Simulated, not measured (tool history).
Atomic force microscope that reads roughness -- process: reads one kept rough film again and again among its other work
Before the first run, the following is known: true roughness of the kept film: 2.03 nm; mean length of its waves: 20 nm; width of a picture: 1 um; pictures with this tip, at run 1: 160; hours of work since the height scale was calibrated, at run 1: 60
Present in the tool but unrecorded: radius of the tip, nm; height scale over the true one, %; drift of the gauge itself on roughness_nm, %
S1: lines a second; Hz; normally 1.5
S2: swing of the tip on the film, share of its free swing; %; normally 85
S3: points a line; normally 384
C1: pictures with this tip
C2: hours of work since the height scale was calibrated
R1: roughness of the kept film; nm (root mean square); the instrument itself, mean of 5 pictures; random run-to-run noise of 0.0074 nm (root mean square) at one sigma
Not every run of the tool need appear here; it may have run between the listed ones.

run 1 hour=0 | S1=1.5 S2=85 S3=384 | C1=160 C2=60 | R1=1.56
-- hour=2.5 new tip fitted
run 2 hour=7.6 | S1=1.5 S2=85 S3=384 | C1=10 C2=65 | R1=1.557
run 3 hour=12.9 | S1=1.5 S2=85 S3=384 | C1=20 C2=69 | R1=1.558
run 4 hour=19.2 | S1=1.5 S2=85 S3=384 | C1=33 C2=73 | R1=1.568
run 5 hour=25.9 | S1=1.5 S2=85 S3=384 | C1=46 C2=78 | R1=1.554
run 6 hour=31.8 | S1=2.07 S2=85 S3=384 | C1=57 C2=82 | R1=1.496
run 7 hour=38.5 | S1=2.07 S2=85 S3=384 | C1=71 C2=87 | R1=1.47
run 8 hour=44 | S1=1.27 S2=85 S3=384 | C1=81 C2=91 | R1=1.609
run 9 hour=51 | S1=1.5 S2=85 S3=384 | C1=95 C2=95 | R1=1.566
run 10 hour=59.1 | S1=1.5 S2=85 S3=384 | C1=111 C2=101 | R1=1.564
run 11 hour=64.8 | S1=1.5 S2=85 S3=384 | C1=122 C2=105 | R1=1.551
run 12 hour=73.1 | S1=1.5 S2=85 S3=384 | C1=139 C2=111 | R1=1.569
run 13 hour=81 | S1=1.5 S2=85 S3=384 | C1=154 C2=117 | R1=1.567
-- hour=86.3 new tip fitted
run 14 hour=88.5 | S1=1.5 S2=85 S3=384 | C1=4 C2=122 | R1=1.567
run 15 hour=92.2 | S1=1.5 S2=85 S3=384 | C1=11 C2=124 | R1=1.573
run 16 hour=97.7 | S1=1.5 S2=85 S3=384 | C1=22 C2=128 | R1=1.564
run 17 hour=103.3 | S1=1.5 S2=85 S3=384 | C1=33 C2=132 | R1=1.567
run 18 hour=109.5 | S1=1.5 S2=85 S3=384 | C1=45 C2=136 | R1=1.562
run 19 hour=115.8 | S1=1.15 S2=56 S3=726 | C1=57 C2=141 | R1=1.786
run 20 hour=122.5 | S1=1.5 S2=63 S3=480 | C1=71 C2=146 | R1=1.736
run 21 hour=130.9 | S1=1.5 S2=58 S3=480 | C1=87 C2=151 | R1=1.771
run 22 hour=136.8 | S1=1.5 S2=58 S3=480 | C1=99 C2=156 | R1=1.761
run 23 hour=143.8 | S1=1.57 S2=58 S3=376 | C1=112 C2=161 | R1=1.75
run 24 hour=148.3 | S1=1.17 S2=67 S3=376 | C1=121 C2=164 | R1=1.74
run 25 hour=152.2 | S1=1.18 S2=77 S3=439 | C1=129 C2=167 | R1=1.678
run 26 hour=157.5 | S1=1.18 S2=77 S3=439 | C1=139 C2=170 | R1=1.669
run 27 hour=162.1 | S1=0.77 S2=88 S3=330 | C1=148 C2=173 | R1=1.645
-- hour=170.6 new tip fitted
run 28 hour=170.9 | S1=0.77 S2=88 S3=330 | C1=0 C2=179 | R1=1.636

Predict the results of run 29:
run 29 hour=174.7 | S1=1.25 S2=66 S3=330 | C1=8 C2=182 | R1=?

{"run 29": {"R1": 1.716}}
Minus the tool's unlogged condition, the same run would have read R1 1.716 nm (root mean square).
